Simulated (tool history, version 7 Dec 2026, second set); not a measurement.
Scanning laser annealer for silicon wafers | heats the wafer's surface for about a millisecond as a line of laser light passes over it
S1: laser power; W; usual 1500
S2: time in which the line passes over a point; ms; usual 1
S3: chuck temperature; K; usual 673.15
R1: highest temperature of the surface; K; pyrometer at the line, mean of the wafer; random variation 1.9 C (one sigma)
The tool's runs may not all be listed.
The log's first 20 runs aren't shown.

run,hour,S1,S2,S3,R1
21,441.6,1500,0.85,673.15,1377.15
22,463.3,1566,1,673.15,1487.15
23,481.4,1647,0.77,700.15,1442.15
24,495.3,1500,0.74,669.15,1318.15
25,523.4,1500,0.74,669.15,1313.15
26,536.6,1473,0.82,675.15,1346.15
27,554.1,1473,0.82,675.15,1342.15
28,567,1276,0.86,673.15,1251.15
# hour 581.1: optics aligned, line set to its width
29,599.6,1276,0.86,673.15,1266.15
30,614.1,1276,0.86,673.15,1264.15
31,629.9,1276,0.86,673.15,1263.15
32,650.4,1523,1,673.15,1473.15
33,662.8,1500,1.21,673.15,1549.15
34,680.8,1629,0.83,667.15,1448.15
35,696.1,1629,1.05,667.15,1562.15
36,717.7,1629,1.05,667.15,1560.15
37,733.8,1629,1.05,667.15,1558.15
38,748,1629,1.05,667.15,1554.15
39,777.1,1408,0.72,705.15,1305.15
40,796.3,1633,0.72,705.15,1421.15
41,824.8,1366,1.2,711.15,1486.15

Forecast each of these 3 alternatives for the next run:
A,852.1,1500,1,708.15,?
B,852.1,1308,1.01,711.15,?
C,852.1,1425,1,670.15,?

run,R1
A,1485.15
B,1370.15
C,1403.15
Without the tool's hidden state the same runs would have given:
run,R1
A,1522.15
B,1401.15
C,1438.15
